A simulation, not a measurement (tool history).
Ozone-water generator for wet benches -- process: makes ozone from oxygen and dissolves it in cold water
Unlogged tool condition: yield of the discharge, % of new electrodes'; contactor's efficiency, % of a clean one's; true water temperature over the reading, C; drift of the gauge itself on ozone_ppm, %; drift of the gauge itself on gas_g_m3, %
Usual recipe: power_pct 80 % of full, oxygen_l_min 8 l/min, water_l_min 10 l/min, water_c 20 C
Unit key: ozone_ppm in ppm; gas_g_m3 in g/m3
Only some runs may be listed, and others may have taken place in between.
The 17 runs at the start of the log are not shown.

run,hour,power_pct,oxygen_l_min,water_l_min,water_c,hours of work since the electrodes were changed,hours of work since the contactor was cleaned,hours of work since the thermometer was calibrated,ozone_ppm,gas_g_m3
18,2789.6,80,8,10,20,3519,258,1869,28.1,218.6
19,2882.3,61,5.51,9,24,3582,321,1932,26.3,230.7
20,3074,60,6.85,11,20,3713,452,2063,23.2,202.7
21,3283.7,56,5.3,14,17,3856,595,2207,20.2,225
22,3400.3,56,5.3,14,17,3936,675,2286,20.4,222.1
23,3628.2,80,8,7,22,4092,831,2442,31.5,211.6
24,3753.2,76,12.79,13,27,4177,916,2527,15.9,158.4
25,3854.5,46,8,10,20,4246,985,2597,20.3,161.5
26,4015.9,46,8,11,20,4357,1096,2707,19.3,161.4
27,4221.1,46,8,11,20,4497,1236,2847,19.2,159.1
28,4352.7,93,8,12,20,4587,1326,2937,25.3,221.9
29,4547.3,93,8,12,20,4720,1459,3070,24.4,220.5
30,4721.9,43,12.89,10,15,4839,1578,3189,19,118
31,4936.9,47,8.55,10,13,4986,1725,3336,22.9,154.6
32,5113.6,69,8,10,21,5107,1846,3457,23.2,187.4
33,5325.3,56,10.76,10,21,5251,1990,3602,18.9,144.8

Predict each of these 4 candidate next runs independently; none follows another, all start after run 33:
A,5513.7,43,10.76,10,17,5380,2119,3730,?,?
B,5513.7,80,7.96,7,20,5380,2119,3730,?,?
C,5513.7,63,8,10,20,5380,2119,3730,?,?
D,5513.7,80,8,10,27,5380,2119,3730,?,?

run,ozone_ppm,gas_g_m3
A,18.6,127.9
B,31.1,196.8
C,22.3,178.3
D,21.4,198.1
The same runs, with their run-to-run variation unchanged, on a tool lacking any hidden condition would have given:
run,ozone_ppm,gas_g_m3
A,23.1,153.4
B,41.4,254.7
C,28.9,223.9
D,28.5,256.3
